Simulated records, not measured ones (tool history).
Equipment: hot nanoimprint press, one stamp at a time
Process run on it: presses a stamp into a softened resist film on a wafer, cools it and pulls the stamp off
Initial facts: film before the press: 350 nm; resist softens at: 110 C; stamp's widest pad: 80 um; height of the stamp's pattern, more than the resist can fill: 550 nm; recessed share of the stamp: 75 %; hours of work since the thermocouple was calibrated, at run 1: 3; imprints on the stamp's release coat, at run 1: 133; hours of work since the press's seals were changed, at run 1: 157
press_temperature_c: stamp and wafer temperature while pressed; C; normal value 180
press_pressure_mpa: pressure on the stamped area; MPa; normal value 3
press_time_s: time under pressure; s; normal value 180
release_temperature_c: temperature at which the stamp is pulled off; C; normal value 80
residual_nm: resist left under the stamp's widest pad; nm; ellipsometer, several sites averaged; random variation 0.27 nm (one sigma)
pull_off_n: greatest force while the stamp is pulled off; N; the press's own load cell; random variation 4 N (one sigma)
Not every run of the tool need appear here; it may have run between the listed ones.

run   hour  press_temperature_c  press_pressure_mpa  press_time_s  release_temperature_c  hours of work since the thermocouple was calibrated  imprints on the stamp's release coat  hours of work since the press's seals were changed  residual_nm  pull_off_n
  1      0                  180                   3           180                     80                                                    3                                   133                                                 157        132.3         202
  2    9.5                  180                   3           180                     80                                                    9                                   181                                                 164        131.8         209
  3   16.3                  180                   3           180                     80                                                   13                                   216                                                 168        131.9         203
  4   20.8                  175                   3           180                     80                                                   16                                   239                                                 171        158.6         211
  5   29.2                  185                   3           180                     80                                                   21                                   282                                                 176          109         224
  6   38.9                  185                   3           180                     80                                                   28                                   332                                                 183        109.8         220
  7   47.6                  185                   3           180                     80                                                   33                                   376                                                 188        109.3         220
  8   54.3                  185                   3           180                     80                                                   38                                   410                                                 193        109.3         230
  9   61.5                  180                   3           180                     80                                                   42                                   447                                                 197        131.4         222
 10   69.2                  180                   3           180                     80                                                   47                                   487                                                 202          131         230
 11   74.5                  180                   3           180                     80                                                   51                                   514                                                 206        130.9         232
 12   78.9                  180                   3           180                     80                                                   54                                   536                                                 209        130.7         227
 13   84.3                  180                   3           194                     80                                                   57                                   564                                                 212        127.9         239
 14   91.2                  180                   3           194                     80                                                   62                                   599                                                 217          127         240
 15  100.7                  180                3.09           194                     80                                                   68                                   648                                                 223        124.8         239
 16  105.9                  180                3.09           194                     80                                                   71                                   674                                                 226        124.7         246
 17  112.2                  180                   3           180                     69                                                   75                                   706                                                 230          131         308
 18  121.3                  180                   3           180                     69                                                   81                                   753                                                 236        130.6         324
 19  125.9                  180                1.99           154                     69                                                   84                                   777                                                 239        168.4         334
 20    131                  180                   3           203                     80                                                   87                                   803                                                 242        124.3         253
 21  141.4                  171                1.84           180                     80                                                   94                                   856                                                 249        221.9         269
 22  150.6                  180                2.16           165                     80                                                  100                                   903                                                 255          158         254
 23  155.1                  180                2.16           165                     80                                                  103                                   926                                                 258        158.4         263
 24  163.1                  180                2.16           165                     80                                                  108                                   967                                                 263        157.7         258
 25  173.6                  174                   3           283                     80                                                  115                                  1020                                                 270        137.1         264
 26  183.2                  174                   3           283                     80                                                  121                                  1069                                                 276        137.3         268
 27  188.8                  174                   3           283                     80                                                  125                                  1098                                                 280        137.1         273
 28  197.6                  174                   3           283                     80                                                  131                                  1143                                                 286        136.7         276
 29  206.2                  180                2.97           283                     80                                                  136                                  1187                                                 291        108.7         269
 30  213.8                  172                   2           114                     77                                                  141                                  1226                                                 296        235.6         309
 31  223.8                  170                3.49           308                     87                                                  148                                  1277                                                 303        144.9         229

Some steps in residual_nm, run to run, broken into two amounts with sign: the step expected even without the hidden condition (settings, incoming material, random variation), and the rest, left for the hidden condition together with whatever gauge scatter is not in both the measured and the hidden-condition-free result:
Hidden state at play: true temperature over the reading, C; pressure that arrives at the usual setting, %; grip of the stamp's worn release coat, % over a new coat's; drift of the gauge itself on residual_nm, %; drift of the gauge itself on pull_off_n, %.
Run 4 -> 5: press_temperature_c 175 -> 185. residual_nm -49.6 nm: hidden state -0.5, all else -49.1.
Run 20 -> 21: press_temperature_c 180 -> 171, press_pressure_mpa 3 -> 1.84, press_time_s 203 -> 180. residual_nm +97.6 nm: hidden state -0.5, all else +98.1.
Run 29 -> 30: press_temperature_c 180 -> 172, press_pressure_mpa 2.97 -> 2, press_time_s 283 -> 114, release_temperature_c 80 -> 77. residual_nm +126.9 nm: hidden state -0.9, all else +127.8.
Run 30 -> 31: press_temperature_c 172 -> 170, press_pressure_mpa 2 -> 3.49, press_time_s 114 -> 308, release_temperature_c 77 -> 87. residual_nm -90.7 nm: hidden state +0.2, all else -90.9.

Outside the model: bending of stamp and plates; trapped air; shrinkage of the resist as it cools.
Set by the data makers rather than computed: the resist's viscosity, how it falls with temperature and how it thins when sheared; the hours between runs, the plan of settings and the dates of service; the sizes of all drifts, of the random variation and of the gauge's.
